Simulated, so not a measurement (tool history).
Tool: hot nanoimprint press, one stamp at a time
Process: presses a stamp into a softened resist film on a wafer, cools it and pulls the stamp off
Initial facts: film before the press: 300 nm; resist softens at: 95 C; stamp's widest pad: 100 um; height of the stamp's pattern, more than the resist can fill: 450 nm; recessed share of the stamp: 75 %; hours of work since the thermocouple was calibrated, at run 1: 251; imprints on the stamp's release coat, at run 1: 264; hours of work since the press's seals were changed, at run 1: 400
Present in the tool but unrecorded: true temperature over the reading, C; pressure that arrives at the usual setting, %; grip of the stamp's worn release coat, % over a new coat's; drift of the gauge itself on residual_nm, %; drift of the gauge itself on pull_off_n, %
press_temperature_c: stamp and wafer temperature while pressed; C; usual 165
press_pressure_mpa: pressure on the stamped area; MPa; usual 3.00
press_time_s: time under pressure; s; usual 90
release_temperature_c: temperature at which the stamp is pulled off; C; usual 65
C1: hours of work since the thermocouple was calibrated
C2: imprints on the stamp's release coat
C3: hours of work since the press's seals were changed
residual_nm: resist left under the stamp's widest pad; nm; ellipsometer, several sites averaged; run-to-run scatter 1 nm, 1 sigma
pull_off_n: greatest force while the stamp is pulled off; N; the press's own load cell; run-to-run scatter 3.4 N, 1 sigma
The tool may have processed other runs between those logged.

run 1 hour=0.0 | press_temperature_c=165 press_pressure_mpa=3.00 press_time_s=90 release_temperature_c=65 | C1=251 C2=264 C3=400 | residual_nm=155.7 pull_off_n=171
run 2 hour=9.5 | press_temperature_c=165 press_pressure_mpa=3.00 press_time_s=90 release_temperature_c=65 | C1=256 C2=299 C3=406 | residual_nm=156.6 pull_off_n=166
run 3 hour=18.0 | press_temperature_c=165 press_pressure_mpa=3.00 press_time_s=90 release_temperature_c=65 | C1=261 C2=332 C3=410 | residual_nm=156.0 pull_off_n=174
run 4 hour=28.7 | press_temperature_c=165 press_pressure_mpa=3.00 press_time_s=90 release_temperature_c=65 | C1=268 C2=372 C3=417 | residual_nm=156.5 pull_off_n=180
run 5 hour=39.7 | press_temperature_c=153 press_pressure_mpa=3.00 press_time_s=90 release_temperature_c=65 | C1=274 C2=414 C3=423 | residual_nm=220.1 pull_off_n=174
run 6 hour=55.9 | press_temperature_c=153 press_pressure_mpa=3.00 press_time_s=90 release_temperature_c=65 | C1=283 C2=475 C3=432 | residual_nm=218.7 pull_off_n=182
run 7 hour=65.3 | press_temperature_c=153 press_pressure_mpa=3.00 press_time_s=90 release_temperature_c=65 | C1=289 C2=510 C3=438 | residual_nm=220.5 pull_off_n=173
run 8 hour=77.6 | press_temperature_c=165 press_pressure_mpa=3.00 press_time_s=152 release_temperature_c=65 | C1=296 C2=557 C3=445 | residual_nm=129.8 pull_off_n=184
run 9 hour=90.1 | press_temperature_c=165 press_pressure_mpa=3.00 press_time_s=152 release_temperature_c=65 | C1=303 C2=604 C3=452 | residual_nm=128.7 pull_off_n=184
-- hour=94.6 plate thermocouple calibrated
run 10 hour=111.2 | press_temperature_c=165 press_pressure_mpa=3.00 press_time_s=152 release_temperature_c=65 | C1=10 C2=672 C3=462 | residual_nm=132.1 pull_off_n=185
run 11 hour=127.4 | press_temperature_c=165 press_pressure_mpa=3.00 press_time_s=152 release_temperature_c=65 | C1=19 C2=734 C3=472 | residual_nm=133.3 pull_off_n=185
run 12 hour=147.0 | press_temperature_c=165 press_pressure_mpa=3.00 press_time_s=90 release_temperature_c=65 | C1=30 C2=808 C3=483 | residual_nm=160.2 pull_off_n=191
run 13 hour=158.1 | press_temperature_c=164 press_pressure_mpa=3.00 press_time_s=90 release_temperature_c=65 | C1=37 C2=850 C3=489 | residual_nm=163.7 pull_off_n=189
run 14 hour=175.5 | press_temperature_c=164 press_pressure_mpa=3.00 press_time_s=90 release_temperature_c=65 | C1=47 C2=916 C3=499 | residual_nm=166.1 pull_off_n=197
-- hour=188.3 plate thermocouple calibrated, once more
run 15 hour=188.5 | press_temperature_c=165 press_pressure_mpa=3.00 press_time_s=90 release_temperature_c=65 | C1=0 C2=953 C3=505 | residual_nm=151.2 pull_off_n=190
run 16 hour=200.5 | press_temperature_c=163 press_pressure_mpa=3.00 press_time_s=90 release_temperature_c=69 | C1=7 C2=999 C3=512 | residual_nm=160.7 pull_off_n=180
run 17 hour=218.0 | press_temperature_c=163 press_pressure_mpa=1.86 press_time_s=146 release_temperature_c=59 | C1=17 C2=1065 C3=522 | residual_nm=165.5 pull_off_n=211
run 18 hour=232.2 | press_temperature_c=163 press_pressure_mpa=1.86 press_time_s=146 release_temperature_c=59 | C1=25 C2=1119 C3=530 | residual_nm=167.0 pull_off_n=209
run 19 hour=244.2 | press_temperature_c=153 press_pressure_mpa=4.09 press_time_s=106 release_temperature_c=59 | C1=32 C2=1164 C3=537 | residual_nm=185.7 pull_off_n=210
run 20 hour=257.2 | press_temperature_c=153 press_pressure_mpa=4.09 press_time_s=106 release_temperature_c=59 | C1=40 C2=1213 C3=545 | residual_nm=187.2 pull_off_n=213
run 21 hour=266.9 | press_temperature_c=153 press_pressure_mpa=4.09 press_time_s=106 release_temperature_c=59 | C1=45 C2=1250 C3=550 | residual_nm=185.9 pull_off_n=220
run 22 hour=281.3 | press_temperature_c=159 press_pressure_mpa=3.00 press_time_s=90 release_temperature_c=50 | C1=54 C2=1304 C3=559 | residual_nm=181.5 pull_off_n=250
run 23 hour=293.6 | press_temperature_c=165 press_pressure_mpa=3.00 press_time_s=90 release_temperature_c=65 | C1=61 C2=1351 C3=566 | residual_nm=152.3 pull_off_n=193
run 24 hour=312.0 | press_temperature_c=165 press_pressure_mpa=3.00 press_time_s=90 release_temperature_c=65 | C1=71 C2=1420 C3=576 | residual_nm=152.7 pull_off_n=195
run 25 hour=321.3 | press_temperature_c=165 press_pressure_mpa=3.00 press_time_s=90 release_temperature_c=65 | C1=77 C2=1455 C3=582 | residual_nm=153.3 pull_off_n=206
run 26 hour=331.1 | press_temperature_c=169 press_pressure_mpa=3.00 press_time_s=159 release_temperature_c=65 | C1=82 C2=1492 C3=587 | residual_nm=110.6 pull_off_n=210
run 27 hour=344.9 | press_temperature_c=170 press_pressure_mpa=3.00 press_time_s=66 release_temperature_c=65 | C1=90 C2=1544 C3=595 | residual_nm=147.5 pull_off_n=209
run 28 hour=357.5 | press_temperature_c=157 press_pressure_mpa=2.38 press_time_s=66 release_temperature_c=54 | C1=97 C2=1592 C3=603 | residual_nm=225.0 pull_off_n=245
run 29 hour=375.1 | press_temperature_c=165 press_pressure_mpa=2.71 press_time_s=51 release_temperature_c=65 | C1=108 C2=1659 C3=613 | residual_nm=191.9 pull_off_n=205
run 30 hour=389.5 | press_temperature_c=165 press_pressure_mpa=2.71 press_time_s=51 release_temperature_c=65 | C1=116 C2=1713 C3=621 | residual_nm=190.5 pull_off_n=212

Across each entry between runs, compare the hidden state at the last listed run before it with the hidden state at the first listed run after it:
In the gap between runs 9 and 10: plate thermocouple calibrated (hour 94.6)
  true temperature over the reading, C: -1.36 -> -1.78; pressure that arrives at the usual setting, %: 95.88 -> 95.78; grip of the stamp's worn release coat, % over a new coat's: 10.1 -> 11.3
  the result without the hidden state subtracted from the measured one, residual_nm: +8.1 -> +10.1 nm; pull_off_n: +20 -> +23 N
In the gap between runs 14 and 15: plate thermocouple calibrated, once more (hour 188.3)
  true temperature over the reading, C: -1.94 -> 0; pressure that arrives at the usual setting, %: 95.45 -> 95.4; grip of the stamp's worn release coat, % over a new coat's: 15.5 -> 16.1
  the result without the hidden state subtracted from the measured one, residual_nm: +12.5 -> +3.2 nm; pull_off_n: +31 -> +26 N
